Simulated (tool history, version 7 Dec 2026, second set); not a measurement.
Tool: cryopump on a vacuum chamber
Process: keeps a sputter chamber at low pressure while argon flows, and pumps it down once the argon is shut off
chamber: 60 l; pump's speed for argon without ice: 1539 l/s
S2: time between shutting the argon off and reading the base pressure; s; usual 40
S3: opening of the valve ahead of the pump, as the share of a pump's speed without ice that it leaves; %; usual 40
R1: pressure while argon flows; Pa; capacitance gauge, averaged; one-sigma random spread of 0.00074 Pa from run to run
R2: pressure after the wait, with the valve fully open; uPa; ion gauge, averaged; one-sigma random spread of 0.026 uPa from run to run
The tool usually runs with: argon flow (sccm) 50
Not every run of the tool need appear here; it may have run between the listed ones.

{"run": 1, "hour": 0.0, "argon flow (sccm)": 50, "S2": 40, "S3": 40, "R1": 0.1386, "R2": 1.42}
{"run": 2, "hour": 128.5, "argon flow (sccm)": 50, "S2": 40, "S3": 42, "R1": 0.1328, "R2": 1.51}
{"run": 3, "hour": 258.0, "argon flow (sccm)": 50, "S2": 40, "S3": 42, "R1": 0.1355, "R2": 1.63}
{"run": 4, "hour": 359.6, "argon flow (sccm)": 50, "S2": 40, "S3": 42, "R1": 0.1355, "R2": 1.7}
{"run": 5, "hour": 485.9, "argon flow (sccm)": 50, "S2": 40, "S3": 51, "R1": 0.1167, "R2": 1.73}
{"run": 6, "hour": 614.3, "argon flow (sccm)": 50, "S2": 40, "S3": 29, "R1": 0.1903, "R2": 1.78}
{"run": 7, "hour": 715.0, "argon flow (sccm)": 50, "S2": 40, "S3": 40, "R1": 0.1412, "R2": 1.9}
{"run": 8, "hour": 789.0, "argon flow (sccm)": 50, "S2": 40, "S3": 40, "R1": 0.1424, "R2": 1.96}
{"run": 9, "hour": 901.0, "argon flow (sccm)": 50, "S2": 40, "S3": 40, "R1": 0.1439, "R2": 1.18}
{"run": 10, "hour": 982.1, "argon flow (sccm)": 33, "S2": 40, "S3": 40, "R1": 0.095, "R2": 1.21}
{"run": 11, "hour": 1096.6, "argon flow (sccm)": 33, "S2": 40, "S3": 40, "R1": 0.0974, "R2": 1.43}
{"run": 12, "hour": 1179.7, "argon flow (sccm)": 87, "S2": 40, "S3": 24, "R1": 0.4007, "R2": 1.37}
{"run": 13, "hour": 1296.5, "argon flow (sccm)": 87, "S2": 40, "S3": 42, "R1": 0.2338, "R2": 1.44}
{"run": 14, "hour": 1398.1, "argon flow (sccm)": 24, "S2": 194, "S3": 42, "R1": 0.0649, "R2": 0.82}
{"run": 15, "hour": 1524.6, "argon flow (sccm)": 24, "S2": 194, "S3": 42, "R1": 0.0643, "R2": 0.94}
{"run": 16, "hour": 1577.7, "argon flow (sccm)": 91, "S2": 289, "S3": 47, "R1": 0.2271, "R2": 0.86}
{"run": 17, "hour": 1702.3, "argon flow (sccm)": 91, "S2": 289, "S3": 47, "R1": 0.2153, "R2": 0.9}
{"run": 18, "hour": 1772.5, "argon flow (sccm)": 50, "S2": 52, "S3": 17, "R1": 0.3249, "R2": 1.56}
{"run": 19, "hour": 1828.4, "argon flow (sccm)": 50, "S2": 52, "S3": 17, "R1": 0.3261, "R2": 1.57}

Removed from this log: 4 entries logged between the listed runs. Between which two listed runs does each belong, and how does the tool's hidden state at the listed run before it compare with that at the listed run after it?
From run 5 to run 6: pump warmed up, emptied and cooled again (hour 535.9)
  pump's speed, % of a pump's without ice: 88.6 -> 98.1; cold plate's temperature, K: 12.77 -> 12.8; leak into the chamber, uPa l/s: 1202 -> 1317
  what was measured, less what the result would be without the hidden state, R1: +0.0080 -> +0.0019 Pa; R2: +0.68 -> +0.68 uPa
From run 8 to run 9: leaking fittings of the chamber tightened, without venting (hour 870.0)
  pump's speed, % of a pump's without ice: 94.4 -> 91.9; cold plate's temperature, K: 12.84 -> 12.87; leak into the chamber, uPa l/s: 1494 -> 407
  what was measured, less what the result would be without the hidden state, R1: +0.0043 -> +0.0059 Pa; R2: +0.85 -> +0.10 uPa
From run 11 to run 12: pump warmed up, emptied and cooled again (hour 1113.7)
  pump's speed, % of a pump's without ice: 87.5 -> 98.1; cold plate's temperature, K: 12.92 -> 12.94; leak into the chamber, uPa l/s: 599 -> 669
  what was measured, less what the result would be without the hidden state, R1: +0.0059 -> +0.0037 Pa; R2: +0.27 -> +0.26 uPa
From run 16 to run 17: pump warmed up, emptied and cooled again (hour 1685.9)
  pump's speed, % of a pump's without ice: 89.2 -> 99.4; cold plate's temperature, K: 13.03 -> 13.06; leak into the chamber, uPa l/s: 1035 -> 1153
  what was measured, less what the result would be without the hidden state, R1: +0.0145 -> +0.0027 Pa; R2: +0.58 -> +0.58 uPa

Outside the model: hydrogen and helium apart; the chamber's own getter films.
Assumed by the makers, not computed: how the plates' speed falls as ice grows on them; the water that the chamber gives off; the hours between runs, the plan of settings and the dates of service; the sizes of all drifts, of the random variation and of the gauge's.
